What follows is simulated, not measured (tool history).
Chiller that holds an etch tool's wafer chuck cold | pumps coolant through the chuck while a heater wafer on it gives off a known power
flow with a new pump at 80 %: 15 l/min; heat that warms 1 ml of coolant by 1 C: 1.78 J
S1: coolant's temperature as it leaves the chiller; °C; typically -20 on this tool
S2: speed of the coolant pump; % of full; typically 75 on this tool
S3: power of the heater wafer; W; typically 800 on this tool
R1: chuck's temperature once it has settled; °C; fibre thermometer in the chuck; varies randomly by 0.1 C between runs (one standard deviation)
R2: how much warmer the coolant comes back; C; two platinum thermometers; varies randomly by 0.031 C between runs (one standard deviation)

run	hour	S1	S2	S3	R1	R2
1	0.0	-20	75	800	-12.7	1.89
2	203.3	-20	83	800	-13.3	1.66
3	391.5	-20	75	871	-12.1	2.11
4	528.1	-20	64	800	-12.0	2.26
5	654.4	-20	64	800	-11.9	2.27
6	848.9	-20	64	800	-11.8	2.26
7	959.7	-20	64	800	-11.9	2.23
# hour 1024.6: coolant changed, channels flushed
8	1080.6	-12	75	800	-4.9	1.88
9	1235.4	-20	75	884	-12.0	2.08
10	1410.5	-20	75	884	-11.9	2.11
11	1585.1	-20	66	800	-12.0	2.15
# hour 1675.5: chiller's thermometer calibrated
12	1777.5	-20	66	800	-12.1	2.10
13	1971.1	-20	84	800	-13.3	1.63
14	2182.3	-20	84	800	-13.3	1.60
15	2329.1	-20	84	800	-13.5	1.60
16	2472.7	-20	75	800	-12.8	1.79
17	2588.7	-12	66	1072	-1.1	2.85
18	2703.9	-14	66	592	-8.2	1.54
19	2916.1	-11	75	800	-3.8	1.84
20	3014.2	-11	85	800	-4.3	1.59
21	3209.4	-11	83	434	-7.4	0.88
22	3355.9	-11	83	434	-7.3	0.79
23	3479.4	-11	83	434	-7.4	0.86
24	3672.8	-16	77	692	-9.8	1.55
25	3888.5	-16	77	692	-9.8	1.43
26	4034.5	-16	77	559	-11.1	1.19
27	4226.6	-26	69	800	-18.3	1.92
28	4410.0	-26	69	800	-18.3	1.98
29	4506.6	-13	72	468	-8.7	1.03
30	4672.7	-15	85	739	-8.8	1.35
31	4883.7	-20	84	691	-14.3	1.27

Each row is a separate what-if for the run after 31, all from the same tool condition, not one after another. Results?
A	5074.8	-11	84	691	?	?
B	5074.8	-14	75	800	?	?
C	5074.8	-14	84	691	?	?
D	5074.8	-20	75	511	?	?
E	5074.8	-12	88	527	?	?

run	R1	R2
A	-5.2	1.28
B	-7.0	1.76
C	-8.2	1.28
D	-15.4	1.04
E	-7.7	0.89
What these runs would have given with no unlogged condition in the tool:
run	R1	R2
A	-5.2	1.47
B	-7.0	1.95
C	-8.2	1.47
D	-15.4	1.24
E	-7.7	1.08

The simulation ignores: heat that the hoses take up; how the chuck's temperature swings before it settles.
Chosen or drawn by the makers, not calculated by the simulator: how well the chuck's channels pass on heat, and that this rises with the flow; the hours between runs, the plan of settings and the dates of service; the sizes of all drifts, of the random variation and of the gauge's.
